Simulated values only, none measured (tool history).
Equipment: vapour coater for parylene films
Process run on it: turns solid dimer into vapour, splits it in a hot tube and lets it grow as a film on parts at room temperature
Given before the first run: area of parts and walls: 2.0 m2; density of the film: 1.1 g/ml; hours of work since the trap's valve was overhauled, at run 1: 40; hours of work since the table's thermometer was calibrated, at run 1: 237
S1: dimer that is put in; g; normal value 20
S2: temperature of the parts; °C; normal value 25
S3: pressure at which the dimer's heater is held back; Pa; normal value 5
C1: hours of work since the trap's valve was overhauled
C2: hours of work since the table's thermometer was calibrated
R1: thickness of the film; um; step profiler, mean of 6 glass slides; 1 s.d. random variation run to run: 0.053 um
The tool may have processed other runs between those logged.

{"run": 1, "hour": 0.0, "S1": 20, "S2": 25, "S3": 5, "C1": 40, "C2": 237, "R1": 5.98}
{"run": 2, "hour": 54.1, "S1": 20, "S2": 25, "S3": 5, "C1": 89, "C2": 286, "R1": 5.99}
{"run": 3, "hour": 91.2, "S1": 20, "S2": 25, "S3": 7.89, "C1": 122, "C2": 319, "R1": 5.54}
{"run": 4, "hour": 154.2, "S1": 20, "S2": 25, "S3": 10.83, "C1": 179, "C2": 375, "R1": 5.08}
{"run": 5, "hour": 181.9, "S1": 20, "S2": 25, "S3": 10.83, "C1": 204, "C2": 400, "R1": 5.12}
{"run": 6, "hour": 216.2, "S1": 20, "S2": 25, "S3": 10.83, "C1": 234, "C2": 431, "R1": 5.1}
{"run": 7, "hour": 269.5, "S1": 20, "S2": 25, "S3": 2.29, "C1": 282, "C2": 479, "R1": 6.69}
{"run": 8, "hour": 309.5, "S1": 20, "S2": 25, "S3": 2.29, "C1": 318, "C2": 515, "R1": 6.58}
{"run": 9, "hour": 366.7, "S1": 20, "S2": 25, "S3": 5, "C1": 370, "C2": 566, "R1": 5.66}
{"run": 10, "hour": 402.5, "S1": 20, "S2": 29, "S3": 5, "C1": 402, "C2": 598, "R1": 5.02}
{"run": 11, "hour": 450.0, "S1": 20, "S2": 29, "S3": 5, "C1": 444, "C2": 641, "R1": 5.03}
{"run": 12, "hour": 508.3, "S1": 11, "S2": 28, "S3": 4.68, "C1": 497, "C2": 693, "R1": 2.82}
{"run": 13, "hour": 549.9, "S1": 11, "S2": 24, "S3": 2.52, "C1": 534, "C2": 731, "R1": 3.43}
{"hour": 566.6, "done": "trap's valve overhauled"}
{"run": 14, "hour": 584.1, "S1": 9, "S2": 36, "S3": 2.52, "C1": 16, "C2": 758, "R1": 2.33}
{"run": 15, "hour": 620.5, "S1": 17, "S2": 29, "S3": 7.53, "C1": 48, "C2": 791, "R1": 4.38}
{"run": 16, "hour": 686.8, "S1": 17, "S2": 29, "S3": 7.53, "C1": 108, "C2": 850, "R1": 4.3}
{"run": 17, "hour": 753.6, "S1": 28, "S2": 30, "S3": 4.64, "C1": 168, "C2": 910, "R1": 7.37}
{"run": 18, "hour": 786.8, "S1": 28, "S2": 30, "S3": 4.64, "C1": 198, "C2": 940, "R1": 7.3}
{"run": 19, "hour": 840.3, "S1": 20, "S2": 28, "S3": 2.27, "C1": 246, "C2": 988, "R1": 6.31}

Run 20 has not been measured yet. What should we expect?
{"run": 20, "hour": 879.6, "S1": 25, "S2": 29, "S3": 2.44, "C1": 281, "C2": 1023, "R1": "?"}

{"run 20": {"R1": 7.34}}
On a tool with no hidden condition, and with the same random variation, this run would have come out at R1 7.86 um.
